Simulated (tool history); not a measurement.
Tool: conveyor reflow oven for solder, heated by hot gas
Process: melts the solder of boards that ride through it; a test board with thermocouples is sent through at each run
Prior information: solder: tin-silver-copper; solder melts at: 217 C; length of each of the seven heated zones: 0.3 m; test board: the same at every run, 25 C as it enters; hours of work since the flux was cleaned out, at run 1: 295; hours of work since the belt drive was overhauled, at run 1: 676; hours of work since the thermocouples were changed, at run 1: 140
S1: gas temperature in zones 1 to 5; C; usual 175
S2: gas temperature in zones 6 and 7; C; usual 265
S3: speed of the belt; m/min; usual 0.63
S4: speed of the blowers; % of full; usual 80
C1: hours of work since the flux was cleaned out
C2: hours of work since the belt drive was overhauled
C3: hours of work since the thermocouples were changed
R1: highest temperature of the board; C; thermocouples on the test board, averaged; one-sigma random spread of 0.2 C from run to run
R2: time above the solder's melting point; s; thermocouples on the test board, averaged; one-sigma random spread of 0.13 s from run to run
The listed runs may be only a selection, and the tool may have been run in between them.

run,day,S1,S2,S3,S4,C1,C2,C3,R1,R2
1,0,175,265,0.63,80,295,676,140,249.5,41.9
2,0.721,175,265,0.63,80,307,688,152,249.7,42.1
3,1.512,175,265,0.63,80,320,701,166,249.2,42
4,2.479,175,265,0.63,80,337,717,182,249,41.9
5,3.875,175,265,0.513,80,360,741,205,254.3,56.4
6,4.983,175,276,0.63,80,379,760,224,258.5,46.5
7,5.758,175,270,0.63,80,392,773,237,253.6,44
8,6.788,175,270,0.63,80,409,790,255,253,43.7
9,7.675,175,265,0.679,80,424,805,270,246.6,36.5
10,8.483,175,265,0.63,80,438,819,283,248.8,41.4
# day 9.371: flux residue cleaned out of gas plates and filters
11,10.079,175,265,0.63,54,12,842,307,246.8,39.8
12,11.671,175,275,0.569,59,39,869,334,259.2,52.2
13,12.879,175,271,0.569,89,59,890,354,259.5,53.1
14,14.521,175,265,0.63,82,87,918,382,250.2,43.2
15,16.033,175,265,0.63,82,113,943,407,250.3,43
16,17.546,171,274,0.717,83,138,969,433,253.1,37.5
17,18.838,171,265,0.556,66,160,991,455,251,48.3
# day 20: belt drive overhauled, speed set with a stopwatch
18,20.071,171,265,0.556,66,178,1,473,250.5,47
19,21.217,189,262,0.709,80,197,21,492,245.8,38.3
20,22.362,175,265,0.576,89,217,40,512,252.5,48.4

5 ways to go on from here, each from the tool as it stands after run 20. What would each give?
A,23.296,188,272,0.657,89,233,56,527,?,?
B,23.296,188,276,0.706,89,233,56,527,?,?
C,23.296,184,269,0.532,89,233,56,527,?,?
D,23.296,189,265,0.593,90,233,56,527,?,?
E,23.296,171,265,0.548,89,233,56,527,?,?

run,R1,R2
A,257,47.1
B,258.2,43.9
C,259.3,59
D,253.6,52
E,253.2,50.3
What these runs would have given with no unlogged condition in the tool:
run,R1,R2
A,259,48
B,260.4,44.8
C,260.9,59.8
D,255.3,52.9
E,255.1,51.5
